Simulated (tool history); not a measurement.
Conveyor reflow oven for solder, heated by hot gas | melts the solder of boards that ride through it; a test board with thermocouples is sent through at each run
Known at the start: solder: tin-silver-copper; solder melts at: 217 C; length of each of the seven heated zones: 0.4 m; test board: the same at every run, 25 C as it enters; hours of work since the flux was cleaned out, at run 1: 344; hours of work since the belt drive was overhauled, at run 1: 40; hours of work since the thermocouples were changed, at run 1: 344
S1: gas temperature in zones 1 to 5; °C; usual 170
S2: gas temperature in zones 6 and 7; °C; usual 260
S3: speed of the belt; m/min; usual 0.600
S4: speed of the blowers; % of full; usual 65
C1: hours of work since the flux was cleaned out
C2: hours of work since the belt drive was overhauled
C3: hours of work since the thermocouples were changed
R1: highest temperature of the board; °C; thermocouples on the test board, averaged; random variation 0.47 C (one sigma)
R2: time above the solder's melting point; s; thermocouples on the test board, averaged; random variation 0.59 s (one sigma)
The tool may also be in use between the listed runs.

run	day	S1	S2	S3	S4	C1	C2	C3	R1	R2
1	0.000	170	260	0.600	65	344	40	344	242.9	50.6
2	0.954	170	260	0.600	65	354	50	354	243.1	48.7
3	2.162	170	260	0.600	65	367	63	367	243.0	51.7
4	3.038	170	260	0.600	65	376	72	376	241.7	49.4
5	4.183	170	260	0.600	65	388	85	388	242.9	50.0
6	5.154	170	260	0.600	65	398	95	398	242.5	50.4
7	6.442	170	260	0.600	62	412	108	412	242.7	47.8
8	7.400	170	260	0.600	85	422	118	422	246.0	54.8
9	8.662	180	260	0.600	65	435	132	435	242.7	56.0
10	9.675	180	260	0.600	65	446	142	446	244.4	54.6
# day 10.175: flux residue cleaned out of gas plates and filters
11	11.121	170	260	0.600	52	10	156	459	241.7	47.7
12	11.808	182	260	0.600	65	17	163	466	246.4	59.0
13	13.029	182	260	0.582	65	30	176	479	246.1	63.0
14	13.775	170	260	0.600	65	38	184	487	245.6	52.6
15	14.408	170	260	0.600	65	45	190	494	243.9	51.7
16	14.971	176	250	0.685	82	51	196	500	236.1	40.0
17	15.971	176	250	0.685	82	61	207	510	236.7	40.0
18	17.238	176	250	0.685	82	75	220	524	236.4	41.0
19	18.088	178	263	0.600	75	84	229	533	249.9	60.4
20	19.033	178	263	0.600	75	93	239	543	249.9	62.5
21	19.692	179	263	0.600	76	100	246	549	250.3	61.5
22	20.392	170	260	0.642	65	108	253	557	242.1	44.2
23	21.042	162	260	0.698	65	115	260	564	237.9	34.8
24	21.679	167	258	0.586	87	121	267	570	245.9	56.0
25	22.600	183	258	0.586	87	131	277	580	248.6	64.7
26	23.388	183	258	0.586	87	139	285	588	246.7	64.1
27	24.396	183	258	0.586	87	150	296	599	247.6	64.3
28	25.262	183	258	0.567	77	159	305	608	247.7	65.8
29	26.475	170	250	0.714	65	172	318	621	229.3	27.1
30	27.092	170	250	0.714	65	179	324	628	229.3	25.3

4 ways to go on from here, each from the tool as it stands after run 30. What would each give?
A	27.850	170	274	0.643	79	186	332	636	?	?
B	27.850	170	250	0.714	81	186	332	636	?	?
C	27.850	170	254	0.714	65	186	332	636	?	?
D	27.850	156	257	0.714	70	186	332	636	?	?

run	R1	R2
A	256.0	57.6
B	232.3	31.7
C	233.1	29.7
D	233.7	28.0
Without the tool's hidden state the same runs would have given:
run	R1	R2
A	258.4	58.8
B	234.5	34.6
C	235.3	32.5
D	236.2	30.9
